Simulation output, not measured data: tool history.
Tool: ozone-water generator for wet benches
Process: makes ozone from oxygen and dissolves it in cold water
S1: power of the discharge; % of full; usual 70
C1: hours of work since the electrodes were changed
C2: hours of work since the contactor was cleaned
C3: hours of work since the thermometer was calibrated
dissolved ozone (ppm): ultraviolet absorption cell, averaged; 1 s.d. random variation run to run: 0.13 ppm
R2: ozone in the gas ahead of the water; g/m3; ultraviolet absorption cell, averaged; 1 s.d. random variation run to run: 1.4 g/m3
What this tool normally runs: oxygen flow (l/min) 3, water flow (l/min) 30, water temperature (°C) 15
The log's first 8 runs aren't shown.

Run 9, day 11.683: usual settings but water flow (l/min) 40; C1 912; C2 1267; C3 2497. Result: dissolved ozone (ppm) 9.1, R2 254.8 g/m3.
Run 10, day 12.692: usual settings but water flow (l/min) 40, water temperature (°C) 21; C1 927; C2 1282; C3 2512. Result: dissolved ozone (ppm) 8.9, R2 254.3 g/m3.
Run 11, day 14.329: usual settings; C1 951; C2 1306; C3 2536. Result: dissolved ozone (ppm) 12.5, R2 250.3 g/m3.
Run 12, day 15.812: usual settings; C1 973; C2 1328; C3 2557. Result: dissolved ozone (ppm) 12.5, R2 250.2 g/m3.
Run 13, day 16.896: usual settings; C1 988; C2 1343; C3 2573. Result: dissolved ozone (ppm) 12.4, R2 250.4 g/m3.
Run 14, day 18.067: usual settings; C1 1005; C2 1360; C3 2590. Result: dissolved ozone (ppm) 12.7, R2 252.9 g/m3.
Run 15, day 20.05: usual settings but S1 87 % of full; C1 1034; C2 1389; C3 2619. Result: dissolved ozone (ppm) 14.3, R2 291.2 g/m3.
Run 16, day 20.929: usual settings but S1 87 % of full; C1 1047; C2 1402; C3 2632. Result: dissolved ozone (ppm) 14.6, R2 291 g/m3.
Run 17, day 23.025: usual settings; C1 1078; C2 1433; C3 2663. Result: dissolved ozone (ppm) 12.5, R2 246.8 g/m3.
Run 18, day 24.317: usual settings but water flow (l/min) 20, water temperature (°C) 9; C1 1097; C2 1452; C3 2682. Result: dissolved ozone (ppm) 19.6, R2 248.4 g/m3.
Run 19, day 25.604: usual settings but S1 64 % of full, water flow (l/min) 20, water temperature (°C) 9; C1 1115; C2 1471; C3 2700. Result: dissolved ozone (ppm) 18.4, R2 235.8 g/m3.
Run 20, day 27.242: usual settings but oxygen flow (l/min) 1.85, water temperature (°C) 17; C1 1139; C2 1494; C3 2724. Result: dissolved ozone (ppm) 11.3, R2 335.1 g/m3.
Run 21, day 29.342: usual settings but oxygen flow (l/min) 3.74, water flow (l/min) 33; C1 1170; C2 1525; C3 2755. Result: dissolved ozone (ppm) 11.6, R2 219 g/m3.
Run 22, day 30.338: usual settings but S1 91 % of full, oxygen flow (l/min) 3.12, water flow (l/min) 28, water temperature (°C) 8; C1 1185; C2 1540; C3 2770. Result: dissolved ozone (ppm) 16.3, R2 290.3 g/m3.
Run 23, day 31.558: usual settings but S1 91 % of full, oxygen flow (l/min) 3.12, water flow (l/min) 28, water temperature (°C) 8; C1 1202; C2 1558; C3 2787. Result: dissolved ozone (ppm) 16.8, R2 288.5 g/m3.
Run 24, day 33.596: usual settings but S1 97 % of full, oxygen flow (l/min) 3.64, water flow (l/min) 28, water temperature (°C) 8; C1 1232; C2 1587; C3 2817. Result: dissolved ozone (ppm) 17.8, R2 274 g/m3.
Run 25, day 35.454: usual settings but S1 75 % of full, oxygen flow (l/min) 2.92, water flow (l/min) 28, water temperature (°C) 23; C1 1259; C2 1614; C3 2844. Result: dissolved ozone (ppm) 13, R2 263 g/m3.
Run 26, day 36.346: usual settings but oxygen flow (l/min) 1.7, water temperature (°C) 18; C1 1272; C2 1627; C3 2857. Result: dissolved ozone (ppm) 10.7, R2 352.1 g/m3.
Run 27, day 37.862: usual settings but S1 49 % of full, oxygen flow (l/min) 4.99, water temperature (°C) 18; C1 1294; C2 1650; C3 2879. Result: dissolved ozone (ppm) 9.7, R2 141.2 g/m3.
Run 28, day 38.988: usual settings but S1 88 % of full, water temperature (°C) 19; C1 1311; C2 1666; C3 2896. Result: dissolved ozone (ppm) 14, R2 290.5 g/m3.
Run 29, day 40.846: usual settings but S1 78 % of full, oxygen flow (l/min) 2.82, water temperature (°C) 19; C1 1338; C2 1693; C3 2923. Result: dissolved ozone (ppm) 12.6, R2 274.7 g/m3.
Run 30, day 41.883: usual settings but S1 66 % of full, oxygen flow (l/min) 3.89, water flow (l/min) 42, water temperature (°C) 12; C1 1353; C2 1708; C3 2938. Result: dissolved ozone (ppm) 8.7, R2 201.5 g/m3.
Run 31, day 42.917: usual settings but S1 93 % of full, oxygen flow (l/min) 3.89, water flow (l/min) 42, water temperature (°C) 12; C1 1368; C2 1723; C3 2953. Result: dissolved ozone (ppm) 11.1, R2 257.7 g/m3.
Run 32, day 44.683: usual settings but S1 93 % of full, oxygen flow (l/min) 3.89, water flow (l/min) 42, water temperature (°C) 12; C1 1394; C2 1749; C3 2979. Result: dissolved ozone (ppm) 10.8, R2 253.2 g/m3.
Run 33, day 46.712: usual settings but oxygen flow (l/min) 3.61, water flow (l/min) 34; C1 1424; C2 1779; C3 3009. Result: dissolved ozone (ppm) 10.9, R2 218.6 g/m3.

What if the next run were any one of these 3? Each begins from the tool's condition after run 33:
Run A, day 48.671: usual settings but oxygen flow (l/min) 3.58, water flow (l/min) 20, water temperature (°C) 17; C1 1452; C2 1807; C3 3037. Result: dissolved ozone (ppm) ?, R2 ?.
Run B, day 48.671: usual settings but oxygen flow (l/min) 2.66; C1 1452; C2 1807; C3 3037. Result: dissolved ozone (ppm) ?, R2 ?.
Run C, day 48.671: usual settings but S1 40 % of full, oxygen flow (l/min) 2.37, water flow (l/min) 31; C1 1452; C2 1807; C3 3037. Result: dissolved ozone (ppm) ?, R2 ?.

run  dissolved ozone (ppm)     R2
  A                     18  220.5
  B                   12.1  263.9
  C                    7.5  193.6
With no hidden state in the tool, these same runs would have given:
run  dissolved ozone (ppm)     R2
  A                   20.2  239.4
  B                   13.5  286.5
  C                    8.2  203.5
